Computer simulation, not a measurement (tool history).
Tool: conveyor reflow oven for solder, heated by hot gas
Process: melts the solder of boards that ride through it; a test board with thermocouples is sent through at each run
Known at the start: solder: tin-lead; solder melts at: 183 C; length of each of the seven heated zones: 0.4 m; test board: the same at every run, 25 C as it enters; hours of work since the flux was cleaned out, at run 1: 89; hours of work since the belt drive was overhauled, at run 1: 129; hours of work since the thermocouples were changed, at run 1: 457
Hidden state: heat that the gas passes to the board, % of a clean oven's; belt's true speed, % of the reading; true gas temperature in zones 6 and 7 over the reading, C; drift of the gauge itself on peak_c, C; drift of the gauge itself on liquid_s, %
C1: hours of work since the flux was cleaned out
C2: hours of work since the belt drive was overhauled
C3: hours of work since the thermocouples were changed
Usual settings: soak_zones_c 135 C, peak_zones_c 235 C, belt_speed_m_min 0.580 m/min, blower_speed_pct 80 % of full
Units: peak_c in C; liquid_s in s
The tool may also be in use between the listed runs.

run 1 day=0.000 | soak_zones_c=135 peak_zones_c=235 belt_speed_m_min=0.580 blower_speed_pct=80 | C1=89 C2=129 C3=457 | peak_c=218.52 liquid_s=61.93
run 2 day=0.788 | soak_zones_c=135 peak_zones_c=235 belt_speed_m_min=0.580 blower_speed_pct=80 | C1=99 C2=138 C3=466 | peak_c=218.33 liquid_s=61.97
run 3 day=1.654 | soak_zones_c=135 peak_zones_c=235 belt_speed_m_min=0.580 blower_speed_pct=80 | C1=109 C2=148 C3=476 | peak_c=218.23 liquid_s=61.99
run 4 day=3.208 | soak_zones_c=135 peak_zones_c=235 belt_speed_m_min=0.580 blower_speed_pct=80 | C1=127 C2=166 C3=494 | peak_c=218.29 liquid_s=61.79
run 5 day=4.108 | soak_zones_c=122 peak_zones_c=235 belt_speed_m_min=0.580 blower_speed_pct=80 | C1=137 C2=177 C3=505 | peak_c=215.91 liquid_s=55.63
run 6 day=5.292 | soak_zones_c=122 peak_zones_c=235 belt_speed_m_min=0.580 blower_speed_pct=80 | C1=151 C2=190 C3=518 | peak_c=215.80 liquid_s=55.54
-- day=5.550 belt drive overhauled, speed set with a stopwatch
run 7 day=6.750 | soak_zones_c=121 peak_zones_c=235 belt_speed_m_min=0.580 blower_speed_pct=80 | C1=166 C2=14 C3=533 | peak_c=215.73 liquid_s=55.27
run 8 day=7.988 | soak_zones_c=121 peak_zones_c=235 belt_speed_m_min=0.580 blower_speed_pct=80 | C1=181 C2=28 C3=548 | peak_c=215.56 liquid_s=54.96
run 9 day=9.471 | soak_zones_c=121 peak_zones_c=235 belt_speed_m_min=0.580 blower_speed_pct=80 | C1=198 C2=46 C3=565 | peak_c=215.56 liquid_s=55.12
run 10 day=10.417 | soak_zones_c=135 peak_zones_c=241 belt_speed_m_min=0.580 blower_speed_pct=80 | C1=209 C2=57 C3=576 | peak_c=222.92 liquid_s=65.43
run 11 day=11.350 | soak_zones_c=135 peak_zones_c=241 belt_speed_m_min=0.580 blower_speed_pct=80 | C1=220 C2=68 C3=587 | peak_c=222.98 liquid_s=65.38
run 12 day=12.142 | soak_zones_c=125 peak_zones_c=243 belt_speed_m_min=0.513 blower_speed_pct=66 | C1=229 C2=77 C3=596 | peak_c=223.40 liquid_s=70.83
run 13 day=13.312 | soak_zones_c=125 peak_zones_c=243 belt_speed_m_min=0.513 blower_speed_pct=66 | C1=243 C2=91 C3=610 | peak_c=223.43 liquid_s=70.82
run 14 day=14.083 | soak_zones_c=125 peak_zones_c=226 belt_speed_m_min=0.546 blower_speed_pct=66 | C1=252 C2=99 C3=619 | peak_c=206.63 liquid_s=49.95
-- day=14.762 thermocouples of zones 6 and 7 changed
run 15 day=15.204 | soak_zones_c=147 peak_zones_c=235 belt_speed_m_min=0.580 blower_speed_pct=55 | C1=264 C2=112 C3=5 | peak_c=212.98 liquid_s=60.87
-- day=16.354 belt drive overhauled, speed set with a stopwatch, once more
run 16 day=16.804 | soak_zones_c=147 peak_zones_c=235 belt_speed_m_min=0.580 blower_speed_pct=55 | C1=281 C2=5 C3=22 | peak_c=212.75 liquid_s=59.83
run 17 day=18.104 | soak_zones_c=127 peak_zones_c=235 belt_speed_m_min=0.609 blower_speed_pct=80 | C1=296 C2=20 C3=37 | peak_c=213.83 liquid_s=51.77
run 18 day=19.279 | soak_zones_c=127 peak_zones_c=235 belt_speed_m_min=0.609 blower_speed_pct=80 | C1=309 C2=34 C3=51 | peak_c=213.54 liquid_s=51.71
-- day=19.854 flux residue cleaned out of gas plates and filters
run 19 day=21.050 | soak_zones_c=127 peak_zones_c=235 belt_speed_m_min=0.609 blower_speed_pct=80 | C1=14 C2=52 C3=69 | peak_c=215.63 liquid_s=53.70
run 20 day=22.233 | soak_zones_c=130 peak_zones_c=235 belt_speed_m_min=0.580 blower_speed_pct=63 | C1=28 C2=66 C3=83 | peak_c=212.71 liquid_s=54.42

Forecast each of these 5 alternatives for the next run:
run A day=23.962 | soak_zones_c=126 peak_zones_c=246 belt_speed_m_min=0.565 blower_speed_pct=63 | C1=48 C2=86 C3=103 | peak_c=? liquid_s=?
run B day=23.962 | soak_zones_c=130 peak_zones_c=245 belt_speed_m_min=0.580 blower_speed_pct=63 | C1=48 C2=86 C3=103 | peak_c=? liquid_s=?
run C day=23.962 | soak_zones_c=135 peak_zones_c=235 belt_speed_m_min=0.641 blower_speed_pct=80 | C1=48 C2=86 C3=103 | peak_c=? liquid_s=?
run D day=23.962 | soak_zones_c=135 peak_zones_c=235 belt_speed_m_min=0.542 blower_speed_pct=80 | C1=48 C2=86 C3=103 | peak_c=? liquid_s=?
run E day=23.962 | soak_zones_c=149 peak_zones_c=235 belt_speed_m_min=0.603 blower_speed_pct=63 | C1=48 C2=86 C3=103 | peak_c=? liquid_s=?

run=A peak_c=222.12 liquid_s=62.75
run=B peak_c=220.93 liquid_s=61.39
run=C peak_c=214.96 liquid_s=52.81
run=D peak_c=220.27 liquid_s=68.45
run=E peak_c=215.28 liquid_s=61.50
Without the tool's hidden state the same runs would have given:
run=A peak_c=222.99 liquid_s=63.35
run=B peak_c=221.79 liquid_s=61.98
run=C peak_c=215.84 liquid_s=53.47
run=D peak_c=221.15 liquid_s=69.04
run=E peak_c=216.08 liquid_s=62.11

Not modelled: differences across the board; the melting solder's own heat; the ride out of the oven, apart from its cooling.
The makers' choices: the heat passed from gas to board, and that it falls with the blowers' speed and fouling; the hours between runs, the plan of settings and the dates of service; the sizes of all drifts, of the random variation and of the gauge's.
